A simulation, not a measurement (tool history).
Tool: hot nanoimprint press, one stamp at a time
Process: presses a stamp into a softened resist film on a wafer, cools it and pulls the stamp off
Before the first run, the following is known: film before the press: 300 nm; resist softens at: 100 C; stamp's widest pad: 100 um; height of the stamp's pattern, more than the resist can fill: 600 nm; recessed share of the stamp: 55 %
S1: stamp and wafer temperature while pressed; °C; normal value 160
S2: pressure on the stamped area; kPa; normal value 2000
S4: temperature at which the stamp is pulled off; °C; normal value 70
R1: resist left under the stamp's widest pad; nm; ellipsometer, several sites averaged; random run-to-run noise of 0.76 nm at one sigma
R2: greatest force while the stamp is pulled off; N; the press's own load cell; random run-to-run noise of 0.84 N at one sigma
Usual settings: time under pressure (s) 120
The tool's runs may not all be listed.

Run 1, day 0.000: usual settings. Result: R1 136.2 nm, R2 123.1 N.
Run 2, day 0.854: usual settings. Result: R1 135.1 nm, R2 126.7 N.
Run 3, day 1.796: usual settings but S4 71 °C. Result: R1 136.1 nm, R2 125.9 N.
Run 4, day 2.925: usual settings but S4 71 °C. Result: R1 134.7 nm, R2 126.6 N.
Run 5, day 4.121: usual settings but S4 71 °C. Result: R1 136.3 nm, R2 117.9 N.
Run 6, day 4.925: usual settings but S4 71 °C. Result: R1 135.0 nm, R2 118.3 N.
Run 7, day 5.642: usual settings but S1 154 °C, S2 1710 kPa, time under pressure (s) 105, S4 66 °C. Result: R1 189.2 nm, R2 124.4 N.
Run 8, day 6.954: usual settings but S1 148 °C, S2 1710 kPa, time under pressure (s) 105, S4 66 °C. Result: R1 226.5 nm, R2 126.1 N.
Run 9, day 7.838: usual settings but S4 76 °C. Result: R1 132.5 nm, R2 113.4 N.
Run 10, day 8.817: usual settings but S1 162 °C, S4 59 °C. Result: R1 123.9 nm, R2 138.5 N.
Run 11, day 10.004: usual settings but time under pressure (s) 172, S4 67 °C. Result: R1 117.9 nm, R2 126.6 N.

The log once held 2 entries between its listed runs, left out of this copy. Where does each go, and what is different about the tool's unlogged condition between the listed run before it and the listed run after it?
Run 4 -> run 5: stamp cleaned and given a new release coat (day 3.375)
  true temperature over the reading, C: 0.63 -> 0.67; pressure that arrives at the usual setting, %: 95.69 -> 95.61; grip of the stamp's worn release coat, % over a new coat's: 8.3 -> 0.6
  measured value less the no-hidden-state value, R1: +0.1 -> -0.1 nm; R2: +8.8 -> -0.2 N
Run 7 -> run 8: plate thermocouple calibrated (day 5.846)
  true temperature over the reading, C: 0.74 -> 0.94; pressure that arrives at the usual setting, %: 95.48 -> 95.37; grip of the stamp's worn release coat, % over a new coat's: 1.9 -> 2.9
  measured value less the no-hidden-state value, R1: -1.4 -> -2.8 nm; R2: +1.3 -> +2.2 N
